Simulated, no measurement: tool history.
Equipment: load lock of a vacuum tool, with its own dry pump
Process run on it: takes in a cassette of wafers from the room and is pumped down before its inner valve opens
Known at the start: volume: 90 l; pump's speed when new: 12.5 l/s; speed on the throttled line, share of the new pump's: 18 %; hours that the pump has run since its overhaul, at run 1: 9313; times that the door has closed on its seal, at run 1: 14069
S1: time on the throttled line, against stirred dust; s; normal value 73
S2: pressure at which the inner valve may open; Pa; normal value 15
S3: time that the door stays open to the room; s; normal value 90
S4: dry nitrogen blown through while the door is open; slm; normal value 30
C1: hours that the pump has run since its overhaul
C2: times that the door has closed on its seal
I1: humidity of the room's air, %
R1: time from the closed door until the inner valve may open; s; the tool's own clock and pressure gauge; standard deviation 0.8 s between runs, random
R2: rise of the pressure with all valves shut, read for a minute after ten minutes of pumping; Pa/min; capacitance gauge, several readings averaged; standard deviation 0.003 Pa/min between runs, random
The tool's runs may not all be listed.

Run 1, day 0: usual settings; C1 9313; C2 14069; I1 44.8. Result: R1 133.9 s, R2 0.111 Pa/min.
Run 2, day 8.979: usual settings; C1 9528; C2 15020; I1 48.8. Result: R1 136.1 s, R2 0.121 Pa/min.
Run 3, day 19.488: usual settings; C1 9781; C2 16133; I1 49.6. Result: R1 135.8 s, R2 0.123 Pa/min.
Run 4, day 23.738: usual settings; C1 9883; C2 16584; I1 44.4. Result: R1 135.9 s, R2 0.126 Pa/min.
Run 5, day 30.462: usual settings but S1 61 s; C1 10044; C2 17296; I1 51. Result: R1 126.2 s, R2 0.139 Pa/min.
Run 6, day 40.317: usual settings but S1 61 s; C1 10280; C2 18340; I1 43.1. Result: R1 127.4 s, R2 0.142 Pa/min.
Run 7, day 50.775: usual settings but S1 61 s; C1 10531; C2 19448; I1 41.6. Result: R1 126.3 s, R2 0.151 Pa/min.
Run 8, day 57.567: usual settings but S1 61 s; C1 10694; C2 20167; I1 45. Result: R1 128.5 s, R2 0.159 Pa/min.
Run 9, day 65.454: usual settings but S4 19 slm; C1 10884; C2 21003; I1 44.8. Result: R1 139.4 s, R2 0.18 Pa/min.
Run 10, day 74.404: usual settings but S1 54 s; C1 11099; C2 21951; I1 42.8. Result: R1 122 s, R2 0.18 Pa/min.
Run 11, day 84.812: usual settings but S4 7 slm; C1 11348; C2 23054; I1 46.7. Result: R1 139 s, R2 0.225 Pa/min.
Run 12, day 90.742: usual settings but S2 25 Pa, S4 7 slm; C1 11491; C2 23682; I1 41.6. Result: R1 132.9 s, R2 0.22 Pa/min.
Run 13, day 95.046: usual settings but S2 25 Pa, S4 7 slm; C1 11594; C2 24138; I1 47.7. Result: R1 133.4 s, R2 0.233 Pa/min.
Run 14, day 100.762: usual settings but S2 25 Pa, S4 7 slm; C1 11731; C2 24744; I1 42.5. Result: R1 133 s, R2 0.222 Pa/min.
Run 15, day 110.925: usual settings but S1 47 s, S2 28 Pa; C1 11975; C2 25820; I1 45.7. Result: R1 114.4 s, R2 0.223 Pa/min.
Run 16, day 121.192: usual settings but S2 19 Pa, S3 38 s; C1 12221; C2 26908; I1 41.9. Result: R1 138.2 s, R2 0.22 Pa/min.
At day 126.167: dry pump taken out, an overhauled one fitted.
Run 17, day 126.521: usual settings but S1 126 s, S2 19 Pa, S3 111 s, S4 39 slm; C1 9; C2 27446; I1 44.1. Result: R1 166.1 s, R2 0.237 Pa/min.
Run 18, day 132.992: usual settings but S1 126 s, S2 19 Pa, S3 111 s, S4 39 slm; C1 164; C2 28131; I1 43. Result: R1 166.2 s, R2 0.25 Pa/min.
Run 19, day 138.975: usual settings but S1 126 s, S2 19 Pa, S3 111 s, S4 39 slm; C1 307; C2 28765; I1 47.2. Result: R1 164.7 s, R2 0.25 Pa/min.
Run 20, day 147.358: usual settings but S1 126 s, S2 19 Pa, S3 111 s, S4 39 slm; C1 509; C2 29653; I1 45.2. Result: R1 167.5 s, R2 0.261 Pa/min.
Run 21, day 153.288: usual settings but S1 49 s, S2 19 Pa, S3 111 s, S4 32 slm; C1 651; C2 30281; I1 45.3. Result: R1 101.2 s, R2 0.276 Pa/min.

Each row is a separate what-if for the run after 21, all from the same tool condition, not one after another. Results?
Run A, day 160.321: usual settings but S1 85 s, S4 11 slm; C1 820; C2 31027; I1 41.8. Result: R1 ?, R2 ?.
Run B, day 160.321: usual settings but S1 96 s, S3 129 s, S4 5 slm; C1 820; C2 31027; I1 43.5. Result: R1 ?, R2 ?.
Run C, day 160.321: usual settings but S2 10 Pa, S4 22 slm; C1 820; C2 31027; I1 44.8. Result: R1 ?, R2 ?.
Run D, day 160.321: usual settings but S4 7 slm; C1 820; C2 31027; I1 46.6. Result: R1 ?, R2 ?.
Run E, day 160.321: usual settings but S1 59 s, S2 19 Pa, S3 112 s, S4 32 slm; C1 820; C2 31027; I1 46.6. Result: R1 ?, R2 ?.

run     R1     R2
  A  135.5  0.295
  B  144.6  0.318
  C  125.9  0.291
  D  124.4  0.303
  E  110.4  0.287
With the hidden condition removed and each run's random variation left untouched, the same runs would have given:
run     R1     R2
  A  135.3  0.048
  B  144.4  0.069
  C  125.7  0.043
  D  124.2  0.055
  E  110.2   0.04
